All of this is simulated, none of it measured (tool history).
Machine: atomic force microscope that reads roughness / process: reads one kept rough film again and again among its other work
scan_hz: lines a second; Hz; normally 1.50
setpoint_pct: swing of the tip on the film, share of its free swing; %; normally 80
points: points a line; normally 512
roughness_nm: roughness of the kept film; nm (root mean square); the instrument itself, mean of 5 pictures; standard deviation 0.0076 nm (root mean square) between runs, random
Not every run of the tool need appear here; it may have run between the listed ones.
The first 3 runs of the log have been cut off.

run	hour	scan_hz	setpoint_pct	points	pictures with this tip	hours of work since the height scale was calibrated	roughness_nm
4	27.4	1.50	80	512	100	431	1.704
5	40.8	1.50	80	512	113	439	1.716
6	56.3	1.95	80	512	128	449	1.638
7	63.8	1.50	71	512	135	454	1.747
8	75.6	1.50	71	512	147	461	1.755
9	87.0	1.50	71	512	157	469	1.750
# hour 88.7: new tip fitted
10	101.5	1.50	71	512	12	478	1.826
11	112.6	1.50	80	512	23	485	1.737
12	124.7	1.50	80	512	34	492	1.733
13	138.9	1.50	76	512	48	501	1.777
14	154.8	1.50	76	512	63	511	1.773
15	164.7	1.50	76	512	72	518	1.763
16	173.0	1.50	80	807	80	523	1.727
17	184.7	1.50	80	807	92	531	1.720
18	192.3	1.50	80	807	99	535	1.733
19	208.7	1.50	80	807	115	546	1.701
20	224.6	1.34	80	512	130	556	1.709
21	234.7	1.34	80	512	140	562	1.703
22	248.7	1.50	80	512	153	571	1.688
# hour 256.3: new tip fitted
23	258.5	1.50	80	512	2	577	1.755
24	270.9	1.50	80	512	14	585	1.755
25	285.9	1.62	70	458	28	595	1.803
26	298.4	1.62	70	458	40	602	1.807

Run 27 comes next. What will it give?
27	311.0	0.58	80	572	52	610	?

roughness_nm: 1.842 nm (root mean square)
If the tool had no hidden condition, the same run with the same run-to-run variation would have returned roughness_nm 1.852 nm (root mean square).
